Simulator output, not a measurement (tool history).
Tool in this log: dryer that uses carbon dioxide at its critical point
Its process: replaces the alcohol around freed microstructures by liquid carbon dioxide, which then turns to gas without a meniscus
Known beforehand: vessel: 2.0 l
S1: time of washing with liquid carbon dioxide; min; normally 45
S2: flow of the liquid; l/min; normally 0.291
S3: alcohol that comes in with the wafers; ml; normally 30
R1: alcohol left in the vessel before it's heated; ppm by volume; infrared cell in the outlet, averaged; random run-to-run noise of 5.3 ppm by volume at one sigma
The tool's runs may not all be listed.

run	hour	S1	S2	S3	R1
1	0.0	45	0.291	30	200
2	10.1	45	0.291	30	187
3	18.5	45	0.291	30	197
4	31.7	45	0.291	30	188
5	49.4	36	0.291	30	440
6	64.1	36	0.291	30	433
7	76.4	36	0.291	30	451
8	88.7	33	0.326	55	762
9	100.3	39	0.372	30	128
10	118.9	37	0.483	41	81
11	136.7	37	0.483	41	85
12	151.9	57	0.455	41	35
13	159.7	33	0.345	22	275

Forecast each of these 3 alternatives for the next run:
# hour 162.9: inlet filter changed
A	175.4	45	0.422	30	?
# hour 162.9: inlet filter changed
B	175.4	45	0.419	26	?
# hour 162.9: inlet filter changed
C	175.4	47	0.291	23	?

run	R1
A	42
B	46
C	117
Without the tool's hidden state the same runs would have given:
run	R1
A	18
B	22
C	92

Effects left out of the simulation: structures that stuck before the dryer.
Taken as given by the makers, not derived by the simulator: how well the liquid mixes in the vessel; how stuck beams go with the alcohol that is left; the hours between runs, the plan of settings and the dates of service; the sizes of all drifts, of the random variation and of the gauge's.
